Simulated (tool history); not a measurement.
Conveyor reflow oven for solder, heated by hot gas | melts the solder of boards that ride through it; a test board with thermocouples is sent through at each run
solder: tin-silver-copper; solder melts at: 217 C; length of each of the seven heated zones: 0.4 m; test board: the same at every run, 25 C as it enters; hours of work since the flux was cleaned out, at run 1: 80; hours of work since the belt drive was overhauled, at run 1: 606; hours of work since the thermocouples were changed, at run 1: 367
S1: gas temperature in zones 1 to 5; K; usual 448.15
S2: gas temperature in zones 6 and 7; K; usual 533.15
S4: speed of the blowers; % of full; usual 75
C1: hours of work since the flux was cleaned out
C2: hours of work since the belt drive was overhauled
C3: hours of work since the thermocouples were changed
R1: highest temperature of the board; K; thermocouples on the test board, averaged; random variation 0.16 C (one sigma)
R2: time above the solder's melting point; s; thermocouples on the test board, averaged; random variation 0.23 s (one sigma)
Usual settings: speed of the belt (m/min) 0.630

Run 1, hour 0.0: usual settings; C1 80; C2 606; C3 367. Result: R1 517.25 K, R2 50.9 s.
Run 2, hour 23.3: usual settings but speed of the belt (m/min) 0.541; C1 94; C2 620; C3 381. Result: R1 521.75 K, R2 65.1 s.
Run 3, hour 50.9: usual settings but speed of the belt (m/min) 0.541; C1 111; C2 637; C3 398. Result: R1 521.75 K, R2 65.9 s.
Run 4, hour 74.6: usual settings but S1 459.15 K; C1 126; C2 651; C3 413. Result: R1 519.65 K, R2 57.6 s.
Run 5, hour 98.1: usual settings but S1 459.15 K; C1 140; C2 666; C3 427. Result: R1 519.45 K, R2 58.1 s.
Run 6, hour 123.3: usual settings but S1 459.15 K; C1 155; C2 681; C3 442. Result: R1 519.25 K, R2 57.1 s.
At hour 128.6: belt drive overhauled, speed set with a stopwatch.
Run 7, hour 154.8: usual settings but speed of the belt (m/min) 0.516; C1 172; C2 16; C3 459. Result: R1 522.55 K, R2 71.1 s.
Run 8, hour 175.4: usual settings but S2 537.15 K, speed of the belt (m/min) 0.618; C1 185; C2 29; C3 472. Result: R1 521.25 K, R2 55.8 s.
Run 9, hour 201.3: usual settings but S1 453.15 K, S2 528.15 K, speed of the belt (m/min) 0.704; C1 200; C2 44; C3 488. Result: R1 510.75 K, R2 40.1 s.
Run 10, hour 221.5: usual settings but S1 447.15 K, S2 521.15 K, speed of the belt (m/min) 0.704, S4 55 % of full; C1 213; C2 57; C3 500. Result: R1 495.65 K, R2 13.3 s.
At hour 228.1: belt drive overhauled, speed set with a stopwatch, once more.
Run 11, hour 243.0: usual settings but S1 452.15 K, S2 547.15 K, speed of the belt (m/min) 0.507, S4 58 % of full; C1 223; C2 9; C3 511. Result: R1 530.25 K, R2 76.1 s.
Run 12, hour 260.5: usual settings but S2 544.15 K, speed of the belt (m/min) 0.520, S4 52 % of full; C1 234; C2 20; C3 521. Result: R1 523.25 K, R2 65.6 s.
Run 13, hour 282.0: usual settings but S1 444.15 K, S4 79 % of full; C1 247; C2 33; C3 534. Result: R1 516.75 K, R2 48.2 s.

How the hidden state differs across the entries between the runs, from the last listed run before each to the first after it:
Between runs 6 and 7: belt drive overhauled, speed set with a stopwatch (hour 128.6)
  heat that the gas passes to the board, % of a clean oven's: 96.9 -> 96.6; belt's true speed, % of the reading: 98.14 -> 97.42; true gas temperature in zones 6 and 7 over the reading, C: 1.33 -> 1.38
  measured less the result without the state, R1: +0.90 -> +1.10 K; R2: +1.6 -> +2.7 s
Between runs 10 and 11: belt drive overhauled, speed set with a stopwatch, once more (hour 228.1)
  heat that the gas passes to the board, % of a clean oven's: 95.8 -> 95.6; belt's true speed, % of the reading: 97.3 -> 99.97; true gas temperature in zones 6 and 7 over the reading, C: 1.49 -> 1.52
  measured less the result without the state, R1: +1.10 -> +0.30 K; R2: +2.6 -> +0.1 s
